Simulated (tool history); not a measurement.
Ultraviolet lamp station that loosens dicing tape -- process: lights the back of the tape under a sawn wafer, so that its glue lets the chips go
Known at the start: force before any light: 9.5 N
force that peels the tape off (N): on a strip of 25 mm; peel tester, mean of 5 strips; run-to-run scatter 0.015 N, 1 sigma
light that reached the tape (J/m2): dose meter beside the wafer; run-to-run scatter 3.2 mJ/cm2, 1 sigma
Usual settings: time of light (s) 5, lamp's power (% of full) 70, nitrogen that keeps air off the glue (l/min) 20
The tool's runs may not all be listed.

run	hour	time of light (s)	lamp's power (% of full)	nitrogen that keeps air off the glue (l/min)	force that peels the tape off (N)	light that reached the tape (J/m2)
1	0.0	5	70	20	0.917	4480
2	51.7	5	70	20	0.970	4350
3	110.2	5	70	20	1.004	4240
4	168.9	5	70	20	1.068	4120
# hour 192.0: window cleaned of glue's vapour
5	235.4	5	70	20	0.852	4560
6	272.1	5	70	7	1.953	4520
7	313.2	5	62	20	1.256	3870
8	357.2	5	62	20	1.250	3800
9	387.6	5	62	20	1.286	3760
10	438.7	5	62	20	1.300	3660
11	476.7	5	62	20	1.414	3590
12	524.7	6	77	20	0.609	5240
13	591.8	6	77	20	0.640	5110
# hour 612.5: window cleaned of glue's vapour
14	632.0	7	98	31	0.152	8440
15	672.9	5	77	12	1.290	4660
16	735.5	5	77	12	1.336	4490
17	800.3	5	77	12	1.446	4470
18	852.9	5	64	9	2.350	3560
19	888.8	5	64	9	2.435	3480
20	956.9	5	64	9	2.514	3370

Here are 3 independent what-if runs from the current tool condition. What would each one return?
A	1004.3	4	60	22	?	?
B	1004.3	5	93	9	?	?
C	1004.3	6	64	27	?	?

run	force that peels the tape off (N)	light that reached the tape (J/m2)
A	2.380	2450
B	1.500	4770
C	0.976	3940
Stripped of hidden state, with their random variation kept, the same runs would have yielded:
run	force that peels the tape off (N)	light that reached the tape (J/m2)
A	1.423	3400
B	0.765	6630
C	0.444	5480
